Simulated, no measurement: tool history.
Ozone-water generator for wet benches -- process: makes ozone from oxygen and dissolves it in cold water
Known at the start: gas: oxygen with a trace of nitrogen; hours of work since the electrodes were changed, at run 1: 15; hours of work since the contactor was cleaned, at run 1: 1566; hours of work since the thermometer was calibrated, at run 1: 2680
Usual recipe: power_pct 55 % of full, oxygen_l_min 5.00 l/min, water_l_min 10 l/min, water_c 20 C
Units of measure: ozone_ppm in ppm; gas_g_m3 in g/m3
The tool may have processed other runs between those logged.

run	hour	power_pct	oxygen_l_min	water_l_min	water_c	hours of work since the electrodes were changed	hours of work since the contactor was cleaned	hours of work since the thermometer was calibrated	ozone_ppm	gas_g_m3
1	0.0	55	5.00	10	20	15	1566	2680	28.0	184.9
2	81.9	55	5.00	10	20	70	1622	2736	28.3	184.8
3	176.8	55	5.00	10	20	135	1687	2801	27.8	184.1
4	232.8	55	5.00	10	18	174	1725	2839	28.7	183.5
# hour 264.0: water thermometer calibrated
5	315.3	55	5.00	10	18	230	1781	35	28.7	182.9
6	410.4	55	5.00	15	20	294	1846	100	20.6	181.4
7	457.7	47	5.00	10	20	327	1878	132	25.0	165.3
8	516.8	75	5.00	10	20	367	1919	173	33.7	223.8
9	599.3	75	5.00	10	20	423	1975	229	33.7	220.8
10	643.0	75	5.00	10	20	453	2005	259	33.8	222.0
11	705.5	75	5.00	10	20	496	2047	301	33.2	221.7
12	773.2	75	5.00	10	20	542	2094	348	33.1	221.3
13	835.9	55	4.01	10	20	585	2137	391	27.1	198.3
14	897.3	55	4.01	10	20	627	2179	432	27.5	196.7
15	982.6	47	4.09	8	17	685	2237	491	29.8	175.6
16	1040.8	41	5.00	11	20	725	2276	530	20.8	148.4
17	1134.5	41	2.66	11	20	789	2340	594	20.2	192.2
18	1188.2	78	5.90	10	20	826	2377	631	33.1	207.6
19	1289.6	70	5.90	10	20	895	2446	700	30.5	193.1
20	1336.7	42	6.93	12	24	927	2479	733	18.0	131.5
21	1437.9	42	6.93	12	24	996	2548	802	17.7	129.8
22	1535.6	81	3.00	12	14	1063	2614	868	30.7	273.2
23	1616.7	68	3.00	14	14	1118	2670	924	23.6	248.7

Alternative continuations, all from the tool just after run 23; predict every row:
A	1714.3	55	5.00	12	20	1185	2736	990	?	?
B	1714.3	55	5.00	7	20	1185	2736	990	?	?
C	1714.3	55	5.00	10	18	1185	2736	990	?	?

run	ozone_ppm	gas_g_m3
A	22.8	173.5
B	32.1	173.7
C	26.6	175.0
Take away the tool's hidden state, keep each run's random variation, and the runs would have read:
run	ozone_ppm	gas_g_m3
A	25.9	183.5
B	35.6	183.7
C	29.9	185.0

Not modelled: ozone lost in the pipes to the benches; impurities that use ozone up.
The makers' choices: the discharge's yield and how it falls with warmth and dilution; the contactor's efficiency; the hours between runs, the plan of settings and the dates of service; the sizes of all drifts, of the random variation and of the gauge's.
